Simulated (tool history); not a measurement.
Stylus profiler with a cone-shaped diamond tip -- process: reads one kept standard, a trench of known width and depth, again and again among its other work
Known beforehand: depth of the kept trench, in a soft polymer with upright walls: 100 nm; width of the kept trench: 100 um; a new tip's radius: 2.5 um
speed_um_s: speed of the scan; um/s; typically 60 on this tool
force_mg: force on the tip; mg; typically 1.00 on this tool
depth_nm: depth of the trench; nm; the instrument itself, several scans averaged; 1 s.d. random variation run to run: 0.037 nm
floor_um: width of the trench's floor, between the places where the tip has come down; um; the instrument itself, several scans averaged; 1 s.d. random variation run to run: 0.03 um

run,day,speed_um_s,force_mg,depth_nm,floor_um
1,0.000,60,1.00,101.03,98.19
2,1.812,60,1.00,101.04,98.16
3,3.438,73,1.00,101.01,98.14
4,5.796,73,1.00,101.03,98.09
5,8.242,73,1.00,101.05,98.08
6,10.188,73,1.00,101.07,98.12
7,12.104,60,0.53,100.70,97.99
8,13.575,16,0.53,100.75,98.36
9,15.962,60,0.93,100.88,98.13
10,18.062,60,0.93,100.94,98.13
11,19.150,60,1.22,101.20,98.20
12,20.433,60,1.22,101.16,98.13
13,21.929,60,1.00,101.11,98.08
14,23.308,61,1.06,101.13,98.14
15,25.388,110,1.00,101.10,97.76
16,26.654,84,1.29,101.28,98.04
17,28.871,28,1.29,101.26,98.31
18,30.367,63,2.73,101.94,98.23
19,32.600,122,0.54,100.81,97.46
20,35.288,104,1.07,101.11,97.81
21,37.421,104,1.07,101.10,97.79
22,39.438,30,1.91,101.53,98.23
23,41.938,30,1.91,101.66,98.26
24,43.529,119,0.88,101.06,97.60
25,45.425,48,1.83,101.62,98.14
26,47.083,27,0.44,100.69,98.17

What if the next run were any one of these 4? Each begins from the tool's condition after run 26:
A,49.279,148,2.10,?,?
B,49.279,60,1.70,?,?
C,49.279,191,0.36,?,?
D,49.279,51,0.64,?,?

run,depth_nm,floor_um
A,101.72,97.78
B,101.51,98.09
C,100.62,96.44
D,100.85,98.00
What these runs would have given with no unlogged condition in the tool:
run,depth_nm,floor_um
A,101.52,98.01
B,101.31,98.32
C,100.42,96.67
D,100.65,98.23
